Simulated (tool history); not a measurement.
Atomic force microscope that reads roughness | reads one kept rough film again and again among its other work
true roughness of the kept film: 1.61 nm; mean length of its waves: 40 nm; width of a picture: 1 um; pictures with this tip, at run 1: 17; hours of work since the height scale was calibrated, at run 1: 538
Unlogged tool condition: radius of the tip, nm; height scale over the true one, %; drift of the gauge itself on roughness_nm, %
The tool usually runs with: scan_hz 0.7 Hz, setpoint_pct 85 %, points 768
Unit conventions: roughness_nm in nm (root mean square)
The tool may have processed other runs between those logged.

| run | day | scan_hz | setpoint_pct | points | pictures with this tip | hours of work since the height scale was calibrated | roughness_nm |
|---|---|---|---|---|---|---|---|
| 1 | 0 | 0.7 | 85 | 768 | 17 | 538 | 1.448 |
| 2 | 1.558 | 0.7 | 85 | 768 | 51 | 554 | 1.434 |
| 3 | 2.421 | 0.7 | 85 | 768 | 70 | 563 | 1.44 |
| 4 | 3.104 | 0.7 | 85 | 599 | 85 | 570 | 1.437 |
| 5 | 4.058 | 3.428 | 85 | 768 | 106 | 580 | 1.087 |
|  | 5.25 | new tip fitted |
| 6 | 5.271 | 3.428 | 85 | 615 | 0 | 592 | 1.081 |
| 7 | 6.804 | 3.428 | 62 | 615 | 34 | 608 | 1.401 |
| 8 | 8.488 | 3.428 | 62 | 615 | 70 | 625 | 1.396 |
| 9 | 9.408 | 3.428 | 62 | 615 | 90 | 634 | 1.39 |
| 10 | 10.433 | 3.428 | 62 | 615 | 113 | 645 | 1.39 |
| 11 | 11.133 | 3.428 | 62 | 615 | 128 | 652 | 1.394 |
|  | 11.262 | new tip fitted |
| 12 | 11.983 | 1.03 | 85 | 768 | 15 | 661 | 1.397 |
| 13 | 13.229 | 1.03 | 85 | 768 | 43 | 673 | 1.386 |
| 14 | 14.338 | 1.7 | 85 | 311 | 67 | 685 | 1.276 |
| 15 | 15.242 | 2.794 | 83 | 768 | 86 | 694 | 1.174 |
| 16 | 16.762 | 0.7 | 85 | 466 | 120 | 710 | 1.432 |
|  | 17.342 | new tip fitted |
| 17 | 17.683 | 1.268 | 85 | 466 | 7 | 719 | 1.338 |
| 18 | 19.262 | 0.7 | 65 | 323 | 42 | 735 | 1.523 |
| 19 | 20.462 | 1.474 | 65 | 267 | 68 | 747 | 1.452 |
| 20 | 21.225 | 2.069 | 73 | 808 | 85 | 755 | 1.376 |
| 21 | 22.1 | 2.069 | 73 | 799 | 104 | 764 | 1.364 |
|  | 23.346 | new tip fitted |
| 22 | 23.467 | 2.069 | 73 | 643 | 2 | 778 | 1.368 |
| 23 | 24.692 | 0.943 | 85 | 469 | 29 | 791 | 1.389 |

Here are 3 independent what-if runs from the current tool condition. What would each one return?
| A | 25.508 | 2.866 | 85 | 630 | 47 | 799 | ? |
| B | 25.508 | 2.944 | 85 | 768 | 47 | 799 | ? |
| C | 25.508 | 1.795 | 85 | 802 | 47 | 799 | ? |

| run | roughness_nm |
|---|---|
| A | 1.144 |
| B | 1.145 |
| C | 1.284 |
Stripped of hidden state, with their random variation kept, the same runs would have yielded:
| run | roughness_nm |
|---|---|
| A | 1.145 |
| B | 1.146 |
| C | 1.285 |

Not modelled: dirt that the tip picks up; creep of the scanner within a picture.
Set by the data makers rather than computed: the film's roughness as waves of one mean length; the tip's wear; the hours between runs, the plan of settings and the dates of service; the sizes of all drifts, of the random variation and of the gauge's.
